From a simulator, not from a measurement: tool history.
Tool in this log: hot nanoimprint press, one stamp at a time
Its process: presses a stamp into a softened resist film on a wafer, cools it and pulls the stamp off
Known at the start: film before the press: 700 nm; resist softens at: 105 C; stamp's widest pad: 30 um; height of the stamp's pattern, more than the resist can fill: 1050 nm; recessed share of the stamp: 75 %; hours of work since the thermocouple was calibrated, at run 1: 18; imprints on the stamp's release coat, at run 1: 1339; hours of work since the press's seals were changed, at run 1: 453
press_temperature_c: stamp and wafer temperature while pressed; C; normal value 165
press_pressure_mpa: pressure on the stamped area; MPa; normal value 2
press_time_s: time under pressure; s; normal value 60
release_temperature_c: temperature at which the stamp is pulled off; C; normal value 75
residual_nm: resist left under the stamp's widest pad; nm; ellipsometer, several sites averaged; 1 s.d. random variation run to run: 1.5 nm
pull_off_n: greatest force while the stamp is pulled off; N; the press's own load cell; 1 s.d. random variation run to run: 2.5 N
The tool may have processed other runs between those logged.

| run | hour | press_temperature_c | press_pressure_mpa | press_time_s | release_temperature_c | hours of work since the thermocouple was calibrated | imprints on the stamp's release coat | hours of work since the press's seals were changed | residual_nm | pull_off_n |
|---|---|---|---|---|---|---|---|---|---|---|
| 1 | 0 | 165 | 2 | 60 | 75 | 18 | 1339 | 453 | 333.3 | 251 |
|  | 19.1 | stamp cleaned and given a new release coat |
| 2 | 22.6 | 165 | 1.3 | 60 | 75 | 28 | 9 | 463 | 396.4 | 201 |
| 3 | 40 | 165 | 1.3 | 60 | 75 | 39 | 49 | 474 | 398.6 | 209 |
| 4 | 60.2 | 165 | 2 | 60 | 77 | 51 | 97 | 486 | 336.2 | 197 |
| 5 | 85.1 | 165 | 2 | 60 | 75 | 66 | 155 | 501 | 335.8 | 209 |
| 6 | 97.1 | 165 | 2 | 60 | 75 | 74 | 184 | 509 | 336.7 | 210 |
| 7 | 113.7 | 165 | 2 | 104 | 75 | 84 | 222 | 519 | 274 | 219 |
| 8 | 131.6 | 165 | 2 | 60 | 75 | 95 | 264 | 530 | 338.1 | 218 |
| 9 | 150.1 | 165 | 1.54 | 60 | 75 | 106 | 308 | 541 | 377.3 | 217 |
| 10 | 164.5 | 165 | 1.54 | 60 | 75 | 115 | 342 | 550 | 378.8 | 224 |
| 11 | 179.8 | 165 | 1.54 | 60 | 75 | 124 | 378 | 559 | 380.4 | 224 |
| 12 | 201.9 | 165 | 1.54 | 39 | 75 | 138 | 430 | 573 | 433.6 | 221 |
| 13 | 227.5 | 165 | 1.54 | 39 | 75 | 154 | 490 | 588 | 439.6 | 222 |
| 14 | 240.6 | 165 | 2 | 53 | 75 | 162 | 520 | 596 | 361.2 | 222 |
| 15 | 262.2 | 165 | 2 | 60 | 76 | 175 | 571 | 610 | 342.9 | 225 |
| 16 | 277.4 | 165 | 2 | 60 | 76 | 184 | 607 | 619 | 345.5 | 227 |
| 17 | 292.6 | 168 | 1.37 | 60 | 81 | 193 | 642 | 628 | 333.3 | 203 |
| 18 | 318.8 | 168 | 1.37 | 60 | 81 | 209 | 704 | 644 | 337.7 | 208 |
| 19 | 340.2 | 168 | 1.37 | 60 | 81 | 222 | 754 | 657 | 338 | 206 |
| 20 | 361.3 | 174 | 2.23 | 38 | 74 | 235 | 804 | 670 | 228.8 | 238 |
| 21 | 377.7 | 174 | 2.28 | 43 | 67 | 245 | 842 | 680 | 213.5 | 278 |
|  | 382.8 | plate thermocouple calibrated |
| 22 | 394.2 | 174 | 2.28 | 43 | 67 | 7 | 874 | 688 | 216.9 | 273 |
| 23 | 405.2 | 174 | 2.28 | 43 | 67 | 14 | 900 | 695 | 216.8 | 283 |
| 24 | 428.6 | 172 | 2.28 | 64 | 82 | 28 | 955 | 709 | 207.3 | 210 |
| 25 | 439.4 | 172 | 2.28 | 64 | 82 | 35 | 980 | 716 | 211.5 | 214 |
| 26 | 455.8 | 177 | 2.37 | 63 | 66 | 45 | 1018 | 726 | 152.3 | 291 |
|  | 475.6 | plate thermocouple calibrated, once more |
| 27 | 477.3 | 162 | 2.42 | 43 | 61 | 1 | 1062 | 737 | 409.6 | 309 |
| 28 | 492.3 | 163 | 1.94 | 60 | 74 | 10 | 1097 | 747 | 381 | 246 |
| 29 | 506.3 | 163 | 1.94 | 60 | 74 | 19 | 1130 | 755 | 379.9 | 249 |
| 30 | 526.3 | 173 | 2 | 39 | 75 | 31 | 1177 | 767 | 243.4 | 246 |
| 31 | 548.3 | 165 | 2 | 60 | 61 | 44 | 1228 | 781 | 337.4 | 315 |

Below, each run's measurement less what the same run would have read without the hidden state. Both values contain the same run-to-run variation, but the gauge's scatter may not be the same in both:
Hidden state at play: true temperature over the reading, C; pressure that arrives at the usual setting, %; grip of the stamp's worn release coat, % over a new coat's; drift of the gauge itself on residual_nm, %; drift of the gauge itself on pull_off_n, %.
| run | residual_nm | pull_off_n |
|---|---|---|
| 1 | +8.6 | +51 |
| 2 | +7.3 | +1 |
| 3 | +8 | +3 |
| 4 | +10.7 | +4 |
| 5 | +11.5 | +6 |
| 6 | +11.8 | +7 |
| 7 | +11 | +9 |
| 8 | +13 | +11 |
| 9 | +12.5 | +12 |
| 10 | +13 | +15 |
| 11 | +13.6 | +16 |
| 12 | +14.4 | +18 |
| 13 | +15.5 | +20 |
| 14 | +17.5 | +21 |
| 15 | +17.9 | +23 |
| 16 | +18.5 | +25 |
| 17 | +15.2 | +24 |
| 18 | +16.1 | +26 |
| 19 | +16.8 | +27 |
| 20 | +15.7 | +33 |
| 21 | +15.2 | +40 |
| 22 | +17.6 | +41 |
| 23 | +17.9 | +44 |
| 24 | +18 | +35 |
| 25 | +18.7 | +36 |
| 26 | +13.8 | +50 |
| 27 | +9.7 | +50 |
| 28 | +7.7 | +41 |
| 29 | +8.2 | +43 |
| 30 | +7.4 | +44 |
| 31 | +9.6 | +59 |
